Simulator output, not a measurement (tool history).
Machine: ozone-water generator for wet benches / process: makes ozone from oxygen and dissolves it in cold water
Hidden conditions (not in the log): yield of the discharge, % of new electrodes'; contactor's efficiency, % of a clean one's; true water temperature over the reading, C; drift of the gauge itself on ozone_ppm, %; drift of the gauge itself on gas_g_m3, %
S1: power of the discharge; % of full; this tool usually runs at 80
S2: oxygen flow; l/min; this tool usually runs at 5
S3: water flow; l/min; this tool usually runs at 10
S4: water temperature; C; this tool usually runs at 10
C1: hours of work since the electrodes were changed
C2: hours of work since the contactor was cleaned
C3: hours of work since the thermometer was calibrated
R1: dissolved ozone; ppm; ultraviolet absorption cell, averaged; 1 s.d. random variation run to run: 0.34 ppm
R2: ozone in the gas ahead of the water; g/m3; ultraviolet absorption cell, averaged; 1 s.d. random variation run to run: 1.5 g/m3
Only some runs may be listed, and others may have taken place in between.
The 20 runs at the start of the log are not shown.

{"run": 21, "hour": 1692.4, "S1": 45, "S2": 3.67, "S3": 12, "S4": 11, "C1": 3789, "C2": 306, "C3": 5207, "R1": 26.8, "R2": 208.4}
{"run": 22, "hour": 1765.9, "S1": 60, "S2": 2.95, "S3": 9, "S4": 12, "C1": 3837, "C2": 354, "C3": 5254, "R1": 40.3, "R2": 281.6}
{"hour": 1781.6, "done": "contactor cleaned, once more"}
{"run": 23, "hour": 1823.1, "S1": 60, "S2": 2.95, "S3": 9, "S4": 12, "C1": 3871, "C2": 27, "C3": 5288, "R1": 43.4, "R2": 282.4}
{"run": 24, "hour": 1945.6, "S1": 80, "S2": 5.33, "S3": 10, "S4": 10, "C1": 3950, "C2": 106, "C3": 5367, "R1": 47.3, "R2": 243}
{"run": 25, "hour": 2035.0, "S1": 61, "S2": 5, "S3": 7, "S4": 10, "C1": 4007, "C2": 163, "C3": 5425, "R1": 50.5, "R2": 211}
{"hour": 2123.0, "done": "water thermometer calibrated"}
{"run": 26, "hour": 2159.1, "S1": 61, "S2": 5, "S3": 7, "S4": 10, "C1": 4087, "C2": 243, "C3": 23, "R1": 50.7, "R2": 213.1}
{"run": 27, "hour": 2274.8, "S1": 44, "S2": 5, "S3": 12, "S4": 9, "C1": 4162, "C2": 317, "C3": 98, "R1": 29.5, "R2": 176.1}
{"run": 28, "hour": 2387.2, "S1": 44, "S2": 5, "S3": 12, "S4": 9, "C1": 4234, "C2": 390, "C3": 170, "R1": 29.6, "R2": 173.5}
{"run": 29, "hour": 2442.6, "S1": 80, "S2": 5, "S3": 16, "S4": 10, "C1": 4270, "C2": 425, "C3": 206, "R1": 33.3, "R2": 249.9}
{"run": 30, "hour": 2548.9, "S1": 52, "S2": 3.63, "S3": 9, "S4": 5, "C1": 4338, "C2": 494, "C3": 274, "R1": 43.4, "R2": 226.9}
{"run": 31, "hour": 2658.6, "S1": 52, "S2": 3.63, "S3": 9, "S4": 5, "C1": 4409, "C2": 565, "C3": 345, "R1": 43.7, "R2": 226.8}
{"run": 32, "hour": 2713.3, "S1": 60, "S2": 3.95, "S3": 9, "S4": 5, "C1": 4444, "C2": 600, "C3": 380, "R1": 47.3, "R2": 236.3}

Below are 4 alternative next runs, each starting from the tool's condition after run 32. Predict each:
{"run": "A", "hour": 2834.4, "S1": 60, "S2": 3.42, "S3": 12, "S4": 5, "C1": 4522, "C2": 678, "C3": 458, "R1": "?", "R2": "?"}
{"run": "B", "hour": 2834.4, "S1": 64, "S2": 8.13, "S3": 9, "S4": 17, "C1": 4522, "C2": 678, "C3": 458, "R1": "?", "R2": "?"}
{"run": "C", "hour": 2834.4, "S1": 60, "S2": 7.57, "S3": 11, "S4": 8, "C1": 4522, "C2": 678, "C3": 458, "R1": "?", "R2": "?"}
{"run": "D", "hour": 2834.4, "S1": 49, "S2": 3.95, "S3": 11, "S4": 5, "C1": 4522, "C2": 678, "C3": 458, "R1": "?", "R2": "?"}

run=A R1=37.5 R2=256.6
run=B R1=34.6 R2=166.3
run=C R1=36.9 R2=165.8
run=D R1=36.1 R2=207.7
Had the tool no hidden state, the same runs would have come out as:
run=A R1=42.3 R2=286
run=B R1=39.2 R2=186.4
run=C R1=41.6 R2=184.9
run=D R1=40 R2=228
